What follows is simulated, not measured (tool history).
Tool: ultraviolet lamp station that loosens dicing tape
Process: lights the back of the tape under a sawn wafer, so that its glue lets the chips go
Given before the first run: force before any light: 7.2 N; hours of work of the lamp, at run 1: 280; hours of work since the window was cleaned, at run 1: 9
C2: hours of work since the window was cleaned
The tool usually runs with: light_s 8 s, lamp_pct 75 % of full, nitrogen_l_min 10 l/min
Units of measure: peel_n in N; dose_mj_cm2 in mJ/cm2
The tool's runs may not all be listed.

run 1 hour=0 | light_s=8 lamp_pct=75 nitrogen_l_min=10 | hours_of_work_of_the_lamp=280 C2=9 | peel_n=0.759 dose_mj_cm2=418
run 2 hour=18.5 | light_s=8 lamp_pct=75 nitrogen_l_min=13 | hours_of_work_of_the_lamp=292 C2=21 | peel_n=0.679 dose_mj_cm2=420
run 3 hour=35.7 | light_s=8 lamp_pct=75 nitrogen_l_min=4 | hours_of_work_of_the_lamp=303 C2=32 | peel_n=1.266 dose_mj_cm2=412
run 4 hour=51.6 | light_s=8 lamp_pct=73 nitrogen_l_min=10 | hours_of_work_of_the_lamp=313 C2=42 | peel_n=0.844 dose_mj_cm2=400
run 5 hour=62.5 | light_s=8 lamp_pct=73 nitrogen_l_min=10 | hours_of_work_of_the_lamp=320 C2=49 | peel_n=0.796 dose_mj_cm2=405
run 6 hour=79.2 | light_s=8 lamp_pct=73 nitrogen_l_min=10 | hours_of_work_of_the_lamp=330 C2=60 | peel_n=0.831 dose_mj_cm2=399
run 7 hour=93.9 | light_s=7 lamp_pct=75 nitrogen_l_min=8 | hours_of_work_of_the_lamp=340 C2=69 | peel_n=1.133 dose_mj_cm2=360
run 8 hour=105.4 | light_s=7 lamp_pct=75 nitrogen_l_min=8 | hours_of_work_of_the_lamp=347 C2=76 | peel_n=1.113 dose_mj_cm2=352
-- hour=107.5 window cleaned of glue's vapour
run 9 hour=123.5 | light_s=7 lamp_pct=75 nitrogen_l_min=8 | hours_of_work_of_the_lamp=359 C2=10 | peel_n=1.118 dose_mj_cm2=362
run 10 hour=135.9 | light_s=7 lamp_pct=75 nitrogen_l_min=8 | hours_of_work_of_the_lamp=366 C2=18 | peel_n=1.161 dose_mj_cm2=355
run 11 hour=153.1 | light_s=7 lamp_pct=75 nitrogen_l_min=12 | hours_of_work_of_the_lamp=377 C2=29 | peel_n=0.955 dose_mj_cm2=353

What if the next run were any one of these 5? Each begins from the tool's condition after run 11:
run A hour=165.9 | light_s=6 lamp_pct=67 nitrogen_l_min=13 | hours_of_work_of_the_lamp=386 C2=37 | peel_n=? dose_mj_cm2=?
run B hour=165.9 | light_s=8 lamp_pct=75 nitrogen_l_min=10 | hours_of_work_of_the_lamp=386 C2=37 | peel_n=? dose_mj_cm2=?
run C hour=165.9 | light_s=8 lamp_pct=75 nitrogen_l_min=10 | hours_of_work_of_the_lamp=386 C2=37 | peel_n=? dose_mj_cm2=?
run D hour=165.9 | light_s=6 lamp_pct=63 nitrogen_l_min=3 | hours_of_work_of_the_lamp=386 C2=37 | peel_n=? dose_mj_cm2=?
run E hour=165.9 | light_s=8 lamp_pct=83 nitrogen_l_min=3 | hours_of_work_of_the_lamp=386 C2=37 | peel_n=? dose_mj_cm2=?

run=A peel_n=1.443 dose_mj_cm2=267
run=B peel_n=0.827 dose_mj_cm2=402
run=C peel_n=0.817 dose_mj_cm2=397
run=D peel_n=2.664 dose_mj_cm2=254
run=E peel_n=1.22 dose_mj_cm2=446
Stripped of hidden state, with their random variation kept, the same runs would have yielded:
run=A peel_n=1.143 dose_mj_cm2=309
run=B peel_n=0.615 dose_mj_cm2=465
run=C peel_n=0.608 dose_mj_cm2=459
run=D peel_n=2.284 dose_mj_cm2=294
run=E peel_n=0.946 dose_mj_cm2=516
